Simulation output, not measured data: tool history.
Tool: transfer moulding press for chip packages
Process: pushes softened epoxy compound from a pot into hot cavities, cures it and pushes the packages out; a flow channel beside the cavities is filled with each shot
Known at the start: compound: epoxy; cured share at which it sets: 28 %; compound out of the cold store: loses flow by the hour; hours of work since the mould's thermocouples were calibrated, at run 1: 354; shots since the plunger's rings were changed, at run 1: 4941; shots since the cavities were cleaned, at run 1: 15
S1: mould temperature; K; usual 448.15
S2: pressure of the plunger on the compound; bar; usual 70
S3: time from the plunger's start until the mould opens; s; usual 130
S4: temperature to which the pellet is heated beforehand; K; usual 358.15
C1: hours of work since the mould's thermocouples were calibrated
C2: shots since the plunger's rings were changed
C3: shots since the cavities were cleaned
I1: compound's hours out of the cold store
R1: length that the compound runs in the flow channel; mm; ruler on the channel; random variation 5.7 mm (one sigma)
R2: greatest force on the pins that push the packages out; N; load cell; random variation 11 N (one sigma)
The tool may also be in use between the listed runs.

run	hour	S1	S2	S3	S4	C1	C2	C3	I1	R1	R2
1	0	448.15	70	130	358.15	354	4941	15	24	583	519
2	35.2	448.15	70	130	358.15	368	5151	225	32.8	554	621
3	73	448.15	70	130	358.15	384	5375	449	29.9	552	751
4	91.9	448.15	70	130	358.15	391	5487	561	25.8	563	793
# hour 102.5: cavities cleaned with cleaning compound and waxed
# hour 128: mould's thermocouples calibrated
5	132.3	448.15	70	162	358.15	2	5706	165	21.8	574	539
6	162.5	448.15	70	130	358.15	14	5885	344	39.5	524	689
# hour 195.8: plunger's sealing rings changed
7	203.8	448.15	70	154	358.15	30	48	575	40.2	568	710
# hour 215: cavities cleaned with cleaning compound and waxed
8	248.3	448.15	70	139	358.15	48	303	198	10.9	661	604
9	289.2	448.15	70	119	358.15	65	546	441	9.6	676	854
# hour 319.9: cavities cleaned with cleaning compound and waxed
10	326.9	448.15	70	130	358.15	80	761	42	20.2	633	538
11	361.7	448.15	70	129	358.15	94	967	248	10.9	662	658
12	394	448.15	70	129	358.15	107	1159	440	26.3	615	720
13	418.8	448.15	70	130	358.15	118	1306	587	24.4	605	808
# hour 425.5: cavities cleaned with cleaning compound and waxed
14	452.3	448.15	70	130	358.15	131	1496	159	39.8	560	587
15	476.5	448.15	70	130	358.15	141	1640	303	20.2	621	697
16	519.5	448.15	79.2	148	360.15	158	1895	558	29.4	615	724
# hour 533: cavities cleaned with cleaning compound and waxed
17	551.5	448.15	70	167	351.15	171	2076	110	46.7	533	520
18	592.7	450.15	70	160	364.15	188	2321	355	30.5	573	607
19	634.2	450.15	70	160	364.15	205	2567	601	20.6	605	689
# hour 638.7: cavities cleaned with cleaning compound and waxed
20	658.2	450.15	70	160	364.15	214	2701	116	38.6	552	507
21	687.1	450.15	70	160	364.15	226	2872	287	30.4	560	582
22	709.5	450.15	83.6	160	360.15	236	3005	420	33	609	618
23	739	448.15	70	133	354.15	248	3181	596	15.3	633	778
# hour 743.2: cavities cleaned with cleaning compound and waxed
24	783	456.15	72.7	137	367.15	265	3433	236	16.9	598	562
25	808	456.15	72.7	137	367.15	276	3582	385	46.5	512	649

Run 26 comes next. What will it give?
26	840.2	448.15	70	161	358.15	289	3772	575	39	?	?

Run 26 gave R1 551 mm, R2 712 N.
Without the tool's hidden state the same run would have given R1 588 mm, R2 457 N.
